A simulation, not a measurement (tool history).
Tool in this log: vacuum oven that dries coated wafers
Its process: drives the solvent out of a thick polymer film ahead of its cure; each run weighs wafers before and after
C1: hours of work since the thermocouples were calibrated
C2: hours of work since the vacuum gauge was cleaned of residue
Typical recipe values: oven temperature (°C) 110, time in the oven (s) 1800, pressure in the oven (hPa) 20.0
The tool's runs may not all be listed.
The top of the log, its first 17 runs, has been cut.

run 18 hour=160.8 | oven_temperature_(°C)=110 time_in_the_oven_(s)=1980 pressure_in_the_oven_(hPa)=76.3 | C1=438 C2=171 | solvent_left_in_the_film_(%)=4.76
run 19 hour=166.5 | oven_temperature_(°C)=110 time_in_the_oven_(s)=1980 pressure_in_the_oven_(hPa)=17.4 | C1=442 C2=174 | solvent_left_in_the_film_(%)=1.53
run 20 hour=176.6 | oven_temperature_(°C)=110 time_in_the_oven_(s)=1980 pressure_in_the_oven_(hPa)=17.4 | C1=447 C2=180 | solvent_left_in_the_film_(%)=1.52
run 21 hour=187.3 | oven_temperature_(°C)=125 time_in_the_oven_(s)=1020 pressure_in_the_oven_(hPa)=20.0 | C1=453 C2=186 | solvent_left_in_the_film_(%)=1.38
run 22 hour=199.7 | oven_temperature_(°C)=108 time_in_the_oven_(s)=2520 pressure_in_the_oven_(hPa)=20.0 | C1=459 C2=192 | solvent_left_in_the_film_(%)=1.51
run 23 hour=207.1 | oven_temperature_(°C)=107 time_in_the_oven_(s)=1080 pressure_in_the_oven_(hPa)=11.2 | C1=464 C2=196 | solvent_left_in_the_film_(%)=3.75
run 24 hour=215.7 | oven_temperature_(°C)=110 time_in_the_oven_(s)=2220 pressure_in_the_oven_(hPa)=32.7 | C1=468 C2=201 | solvent_left_in_the_film_(%)=2.24
-- hour=218.1 vacuum gauge cleaned of residue and calibrated
run 25 hour=222.7 | oven_temperature_(°C)=110 time_in_the_oven_(s)=2220 pressure_in_the_oven_(hPa)=32.7 | C1=471 C2=2 | solvent_left_in_the_film_(%)=2.19
run 26 hour=233.2 | oven_temperature_(°C)=110 time_in_the_oven_(s)=1320 pressure_in_the_oven_(hPa)=34.1 | C1=477 C2=8 | solvent_left_in_the_film_(%)=3.42
run 27 hour=242.1 | oven_temperature_(°C)=110 time_in_the_oven_(s)=1320 pressure_in_the_oven_(hPa)=34.1 | C1=482 C2=13 | solvent_left_in_the_film_(%)=3.47
-- hour=245.6 vacuum gauge cleaned of residue and calibrated, once more
run 28 hour=251.9 | oven_temperature_(°C)=110 time_in_the_oven_(s)=1320 pressure_in_the_oven_(hPa)=34.1 | C1=486 C2=3 | solvent_left_in_the_film_(%)=3.31
run 29 hour=257.5 | oven_temperature_(°C)=110 time_in_the_oven_(s)=1800 pressure_in_the_oven_(hPa)=32.0 | C1=489 C2=6 | solvent_left_in_the_film_(%)=2.43
run 30 hour=267.4 | oven_temperature_(°C)=117 time_in_the_oven_(s)=2220 pressure_in_the_oven_(hPa)=20.0 | C1=495 C2=12 | solvent_left_in_the_film_(%)=1.02
run 31 hour=274.4 | oven_temperature_(°C)=108 time_in_the_oven_(s)=1260 pressure_in_the_oven_(hPa)=36.3 | C1=498 C2=16 | solvent_left_in_the_film_(%)=4.09
run 32 hour=285.9 | oven_temperature_(°C)=117 time_in_the_oven_(s)=2700 pressure_in_the_oven_(hPa)=38.7 | C1=505 C2=22 | solvent_left_in_the_film_(%)=1.73
run 33 hour=295.2 | oven_temperature_(°C)=96 time_in_the_oven_(s)=1800 pressure_in_the_oven_(hPa)=16.7 | C1=510 C2=27 | solvent_left_in_the_film_(%)=3.81
run 34 hour=300.4 | oven_temperature_(°C)=114 time_in_the_oven_(s)=1080 pressure_in_the_oven_(hPa)=13.9 | C1=513 C2=30 | solvent_left_in_the_film_(%)=2.58
run 35 hour=308.9 | oven_temperature_(°C)=114 time_in_the_oven_(s)=1080 pressure_in_the_oven_(hPa)=13.9 | C1=517 C2=34 | solvent_left_in_the_film_(%)=2.52
run 36 hour=320.5 | oven_temperature_(°C)=114 time_in_the_oven_(s)=1080 pressure_in_the_oven_(hPa)=13.9 | C1=523 C2=41 | solvent_left_in_the_film_(%)=2.49
run 37 hour=327.8 | oven_temperature_(°C)=110 time_in_the_oven_(s)=1080 pressure_in_the_oven_(hPa)=22.0 | C1=527 C2=45 | solvent_left_in_the_film_(%)=3.59
run 38 hour=339.4 | oven_temperature_(°C)=96 time_in_the_oven_(s)=1800 pressure_in_the_oven_(hPa)=34.4 | C1=534 C2=51 | solvent_left_in_the_film_(%)=5.30
run 39 hour=347.7 | oven_temperature_(°C)=99 time_in_the_oven_(s)=1980 pressure_in_the_oven_(hPa)=42.3 | C1=538 C2=55 | solvent_left_in_the_film_(%)=4.90

Here are 3 independent what-if runs from the current tool condition. What would each one return?
run A hour=354.0 | oven_temperature_(°C)=105 time_in_the_oven_(s)=1980 pressure_in_the_oven_(hPa)=42.3 | C1=542 C2=59 | solvent_left_in_the_film_(%)=?
run B hour=354.0 | oven_temperature_(°C)=110 time_in_the_oven_(s)=1080 pressure_in_the_oven_(hPa)=20.0 | C1=542 C2=59 | solvent_left_in_the_film_(%)=?
run C hour=354.0 | oven_temperature_(°C)=99 time_in_the_oven_(s)=1980 pressure_in_the_oven_(hPa)=51.0 | C1=542 C2=59 | solvent_left_in_the_film_(%)=?

run=A solvent_left_in_the_film_(%)=3.62
run=B solvent_left_in_the_film_(%)=3.47
run=C solvent_left_in_the_film_(%)=5.44
Had the tool no hidden state, the same runs would have come out as:
run=A solvent_left_in_the_film_(%)=3.73
run=B solvent_left_in_the_film_(%)=3.60
run=C solvent_left_in_the_film_(%)=5.60

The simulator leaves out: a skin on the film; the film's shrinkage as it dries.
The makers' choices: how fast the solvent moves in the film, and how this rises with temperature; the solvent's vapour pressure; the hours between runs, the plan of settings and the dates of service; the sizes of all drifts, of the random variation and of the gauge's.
